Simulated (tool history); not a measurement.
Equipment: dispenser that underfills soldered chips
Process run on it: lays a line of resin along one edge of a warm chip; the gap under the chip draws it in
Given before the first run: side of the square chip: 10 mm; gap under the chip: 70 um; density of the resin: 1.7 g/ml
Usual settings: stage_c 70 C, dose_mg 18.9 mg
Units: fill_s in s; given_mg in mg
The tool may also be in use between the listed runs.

run 1 hour=0 | stage_c=70 dose_mg=18.9 | fill_s=33 given_mg=16.98
run 2 hour=4.8 | stage_c=70 dose_mg=18.9 | fill_s=36.2 given_mg=16.82
run 3 hour=8.7 | stage_c=70 dose_mg=16.7 | fill_s=40.3 given_mg=14.82
-- hour=12.2 new syringe of resin
run 4 hour=13 | stage_c=70 dose_mg=16.7 | fill_s=32 given_mg=14.92
run 5 hour=17.1 | stage_c=70 dose_mg=18.9 | fill_s=33.6 given_mg=16.76
run 6 hour=22.2 | stage_c=70 dose_mg=17.2 | fill_s=39.5 given_mg=15.2

Expected results for the next run?
run 7 hour=24.4 | stage_c=77 dose_mg=18.6 | fill_s=? given_mg=?

fill_s: 30.8 s
given_mg: 16.4 mg
On a tool with no hidden condition, and with the same random variation, this run would have come out at fill_s 23.5 s, given_mg 18.6 mg.
